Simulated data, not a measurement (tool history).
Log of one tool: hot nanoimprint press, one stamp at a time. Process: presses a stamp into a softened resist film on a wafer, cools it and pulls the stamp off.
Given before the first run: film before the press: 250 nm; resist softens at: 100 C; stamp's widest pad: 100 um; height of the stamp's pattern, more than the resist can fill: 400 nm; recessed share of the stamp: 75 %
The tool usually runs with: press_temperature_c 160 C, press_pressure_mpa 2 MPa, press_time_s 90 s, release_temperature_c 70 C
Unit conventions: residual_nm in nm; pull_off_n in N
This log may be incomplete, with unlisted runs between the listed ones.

run,day,press_temperature_c,press_pressure_mpa,press_time_s,release_temperature_c,residual_nm,pull_off_n
1,0,160,2,90,70,91.4,182
# day 0.542: stamp cleaned and given a new release coat
2,1.604,160,2,90,70,91.2,169
3,3.338,160,2.08,90,70,89.2,170
4,5.429,160,2.08,90,70,88.8,170
5,7.225,160,2,90,70,90.9,177
# day 8.717: press's hydraulic seals changed and the load cell set to zero
6,9.108,160,2,90,70,90.6,173
7,11.217,160,2,90,69,90.3,175
8,12.742,160,2,90,69,90.8,167
9,14.967,160,2,97,69,87.8,177
10,16.575,160,2,90,76,90.4,169
# day 17.354: plate thermocouple calibrated
11,18.8,160,2,90,76,90.2,165
# day 22.012: stamp cleaned and given a new release coat
12,22.121,160,2,90,76,90,164
13,25.229,160,2,90,76,90,170
14,27.45,160,2,90,76,90,165
15,29.271,160,2,90,70,89.9,177

The next listed run, before its measurement:
16,31.883,160,1.73,72,70,?,?

Logged for run 16: residual_nm 105.1 nm, pull_off_n 175 N.
Take away the tool's hidden state, keep the run-to-run variation as it was, and the same run would have given residual_nm 106.5 nm, pull_off_n 174 N.
